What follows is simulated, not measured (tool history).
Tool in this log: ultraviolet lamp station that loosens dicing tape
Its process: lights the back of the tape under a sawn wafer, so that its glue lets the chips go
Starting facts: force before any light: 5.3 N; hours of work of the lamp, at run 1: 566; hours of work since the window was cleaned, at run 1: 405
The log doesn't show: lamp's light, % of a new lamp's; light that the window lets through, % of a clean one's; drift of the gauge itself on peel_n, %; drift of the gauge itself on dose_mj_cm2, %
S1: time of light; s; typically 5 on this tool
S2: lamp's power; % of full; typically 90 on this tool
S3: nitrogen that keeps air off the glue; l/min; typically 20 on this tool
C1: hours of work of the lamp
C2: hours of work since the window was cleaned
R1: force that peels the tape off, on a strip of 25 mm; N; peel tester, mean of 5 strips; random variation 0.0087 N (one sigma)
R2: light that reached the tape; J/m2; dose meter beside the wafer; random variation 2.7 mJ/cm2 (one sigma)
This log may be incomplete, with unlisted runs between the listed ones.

run 1 day=0.000 | S1=5 S2=90 S3=20 | C1=566 C2=405 | R1=0.543 R2=2980
run 2 day=1.154 | S1=5 S2=90 S3=20 | C1=582 C2=421 | R1=0.557 R2=2980
run 3 day=2.538 | S1=5 S2=90 S3=20 | C1=600 C2=439 | R1=0.541 R2=2950
run 4 day=4.546 | S1=9 S2=90 S3=20 | C1=627 C2=466 | R1=0.162 R2=5260
run 5 day=5.783 | S1=9 S2=90 S3=20 | C1=643 C2=482 | R1=0.167 R2=5180
run 6 day=8.138 | S1=9 S2=90 S3=20 | C1=674 C2=513 | R1=0.180 R2=5140
run 7 day=10.471 | S1=9 S2=90 S3=20 | C1=705 C2=544 | R1=0.173 R2=5080
run 8 day=12.317 | S1=9 S2=90 S3=10 | C1=730 C2=569 | R1=0.334 R2=5030
run 9 day=13.508 | S1=5 S2=90 S3=33 | C1=746 C2=585 | R1=0.457 R2=2750
run 10 day=15.429 | S1=4 S2=90 S3=20 | C1=771 C2=610 | R1=0.949 R2=2210
run 11 day=16.521 | S1=6 S2=90 S3=20 | C1=786 C2=625 | R1=0.467 R2=3230
-- day=17.042 window cleaned of glue's vapour
run 12 day=18.129 | S1=6 S2=90 S3=20 | C1=807 C2=14 | R1=0.344 R2=3790
run 13 day=19.375 | S1=5 S2=90 S3=20 | C1=823 C2=31 | R1=0.493 R2=3140
run 14 day=20.742 | S1=5 S2=90 S3=20 | C1=841 C2=49 | R1=0.488 R2=3090
run 15 day=22.583 | S1=5 S2=90 S3=20 | C1=866 C2=74 | R1=0.518 R2=3080
run 16 day=24.529 | S1=5 S2=90 S3=20 | C1=892 C2=99 | R1=0.514 R2=3030
run 17 day=26.846 | S1=5 S2=90 S3=20 | C1=922 C2=130 | R1=0.551 R2=3000
run 18 day=29.246 | S1=5 S2=90 S3=20 | C1=954 C2=162 | R1=0.559 R2=2950
run 19 day=30.671 | S1=4 S2=68 S3=20 | C1=973 C2=181 | R1=1.255 R2=1770
run 20 day=32.988 | S1=5 S2=67 S3=37 | C1=1004 C2=212 | R1=0.689 R2=2130
run 21 day=35.221 | S1=5 S2=67 S3=11 | C1=1034 C2=241 | R1=1.385 R2=2090
run 22 day=36.579 | S1=5 S2=67 S3=11 | C1=1052 C2=259 | R1=1.410 R2=2150
run 23 day=38.662 | S1=5 S2=67 S3=11 | C1=1079 C2=287 | R1=1.478 R2=2040
run 24 day=40.233 | S1=7 S2=88 S3=25 | C1=1100 C2=308 | R1=0.261 R2=3800
run 25 day=42.271 | S1=5 S2=75 S3=28 | C1=1127 C2=335 | R1=0.715 R2=2290
run 26 day=44.117 | S1=5 S2=75 S3=28 | C1=1152 C2=359 | R1=0.713 R2=2280
run 27 day=46.271 | S1=5 S2=91 S3=36 | C1=1180 C2=388 | R1=0.419 R2=2750
run 28 day=48.192 | S1=5 S2=91 S3=36 | C1=1206 C2=414 | R1=0.432 R2=2700
run 29 day=50.567 | S1=5 S2=91 S3=36 | C1=1237 C2=445 | R1=0.451 R2=2690
run 30 day=52.962 | S1=5 S2=91 S3=36 | C1=1269 C2=477 | R1=0.484 R2=2600
run 31 day=54.488 | S1=3 S2=91 S3=36 | C1=1289 C2=497 | R1=1.124 R2=1540
run 32 day=56.275 | S1=6 S2=91 S3=9 | C1=1313 C2=521 | R1=0.988 R2=3090
run 33 day=58.600 | S1=2 S2=90 S3=27 | C1=1344 C2=552 | R1=2.209 R2=970
run 34 day=59.671 | S1=9 S2=62 S3=7 | C1=1358 C2=566 | R1=1.142 R2=3070
run 35 day=61.996 | S1=9 S2=62 S3=7 | C1=1389 C2=597 | R1=1.157 R2=3030

Predict each of these 4 candidate next runs independently; none follows another, all start after run 35:
run A day=64.429 | S1=3 S2=94 S3=7 | C1=1421 C2=629 | R1=? R2=?
run B day=64.429 | S1=3 S2=62 S3=7 | C1=1421 C2=629 | R1=? R2=?
run C day=64.429 | S1=4 S2=74 S3=7 | C1=1421 C2=629 | R1=? R2=?
run D day=64.429 | S1=9 S2=93 S3=7 | C1=1421 C2=629 | R1=? R2=?

run=A R1=2.286 R2=1490
run=B R1=3.086 R2=970
run=C R1=2.336 R2=1570
run=D R1=0.586 R2=4470
Stripped of hidden state, with their random variation kept, the same runs would have yielded:
run=A R1=1.542 R2=2270
run=B R1=2.372 R2=1480
run=C R1=1.544 R2=2390
run=D R1=0.245 R2=6780
